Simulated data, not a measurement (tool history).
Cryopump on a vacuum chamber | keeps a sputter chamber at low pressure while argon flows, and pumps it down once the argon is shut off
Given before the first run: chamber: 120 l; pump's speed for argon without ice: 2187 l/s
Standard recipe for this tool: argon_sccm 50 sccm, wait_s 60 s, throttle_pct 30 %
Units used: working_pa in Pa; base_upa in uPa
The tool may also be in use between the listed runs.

run,hour,argon_sccm,wait_s,throttle_pct,working_pa,base_upa
1,0.0,50,60,30,0.1295,1.34
2,71.7,50,49,30,0.1310,1.46
3,115.9,50,49,30,0.1303,1.51
4,186.4,50,49,30,0.1305,1.52
5,233.6,50,49,59,0.0677,1.54
6,270.3,50,60,30,0.1315,1.47
7,339.6,50,60,30,0.1318,1.48
8,425.5,50,60,30,0.1325,1.56
9,481.5,50,60,30,0.1327,1.54
10,528.0,26,60,30,0.0680,1.70
11,597.5,50,60,41,0.0969,1.73
12,668.9,50,60,41,0.0971,1.76
13,755.7,50,60,41,0.0986,1.71
14,838.9,50,60,41,0.0981,1.80
15,923.6,50,60,41,0.0980,1.85
16,1003.0,68,60,30,0.1820,1.89
17,1078.7,68,60,30,0.1820,2.00
18,1157.4,36,244,21,0.1375,1.74
19,1243.8,58,98,30,0.1569,1.92
20,1316.0,54,223,60,0.0766,1.80
21,1402.7,87,107,24,0.2918,1.99
22,1462.8,34,62,23,0.1193,2.18
23,1498.7,35,60,34,0.0843,2.25
# hour 1526.4: pump warmed up, emptied and cooled again
24,1543.0,50,21,30,0.1299,2.70
25,1609.3,50,60,56,0.0702,1.98
26,1693.2,50,60,56,0.0700,2.04
27,1779.2,50,60,29,0.1356,2.11
28,1822.3,65,193,25,0.2033,1.87
29,1900.6,65,193,25,0.2023,1.91
30,1972.2,26,60,30,0.0681,2.20
31,2054.8,50,289,53,0.0745,2.00
32,2109.3,63,289,16,0.3050,1.99
# hour 2136.7: leaking fittings of the chamber tightened, without venting
33,2179.2,31,266,41,0.0606,0.26

5 ways to go on from here, each from the tool as it stands after run 33. What would each give?
A,2251.5,23,60,37,?,?
B,2251.5,37,100,18,?,?
C,2251.5,43,117,34,?,?
D,2251.5,47,149,15,?,?
E,2251.5,50,60,16,?,?

run,working_pa,base_upa
A,0.0495,0.66
B,0.1599,0.48
C,0.1006,0.47
D,0.2430,0.42
E,0.2447,0.60
With no hidden state in the tool, these same runs would have given:
run,working_pa,base_upa
A,0.0481,0.57
B,0.1577,0.38
C,0.0979,0.37
D,0.2401,0.32
E,0.2416,0.50
